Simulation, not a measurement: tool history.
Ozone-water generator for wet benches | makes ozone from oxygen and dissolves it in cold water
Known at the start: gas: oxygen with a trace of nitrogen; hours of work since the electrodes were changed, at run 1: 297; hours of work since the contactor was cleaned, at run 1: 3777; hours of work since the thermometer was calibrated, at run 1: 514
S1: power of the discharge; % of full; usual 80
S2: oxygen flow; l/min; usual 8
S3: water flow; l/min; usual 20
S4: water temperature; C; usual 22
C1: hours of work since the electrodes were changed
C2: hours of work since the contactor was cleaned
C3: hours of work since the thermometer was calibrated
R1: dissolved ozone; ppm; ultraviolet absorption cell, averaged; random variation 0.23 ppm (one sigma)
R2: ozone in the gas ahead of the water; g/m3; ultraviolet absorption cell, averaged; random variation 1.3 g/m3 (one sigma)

Run 1, day 0.000: usual settings; C1 297; C2 3777; C3 514. Result: R1 34.1 ppm, R2 247.6 g/m3.
Run 2, day 1.042: usual settings but S1 77 % of full; C1 319; C2 3800; C3 536. Result: R1 33.1 ppm, R2 242.7 g/m3.
Run 3, day 2.475: usual settings but S1 77 % of full; C1 350; C2 3830; C3 567. Result: R1 33.4 ppm, R2 240.8 g/m3.
Run 4, day 3.842: usual settings; C1 379; C2 3860; C3 596. Result: R1 34.7 ppm, R2 245.6 g/m3.
Run 5, day 5.696: usual settings but S1 75 % of full; C1 419; C2 3899; C3 636. Result: R1 32.9 ppm, R2 236.8 g/m3.
Run 6, day 7.208: usual settings but S1 75 % of full; C1 451; C2 3932; C3 668. Result: R1 32.7 ppm, R2 236.2 g/m3.
At day 7.425: water thermometer calibrated.
Run 7, day 9.158: usual settings but S1 75 % of full; C1 492; C2 3973; C3 37. Result: R1 33.1 ppm, R2 236.4 g/m3.

Run 8 comes next. What will it give?
Run 8, day 10.754: usual settings but S3 27 l/min, S4 16 C; C1 527; C2 4007; C3 71. Result: R1 ?, R2 ?.

Run 8 gave R1 31.4 ppm, R2 246.2 g/m3.
Without the tool's hidden state the same run would have given R1 32.2 ppm, R2 248.6 g/m3.

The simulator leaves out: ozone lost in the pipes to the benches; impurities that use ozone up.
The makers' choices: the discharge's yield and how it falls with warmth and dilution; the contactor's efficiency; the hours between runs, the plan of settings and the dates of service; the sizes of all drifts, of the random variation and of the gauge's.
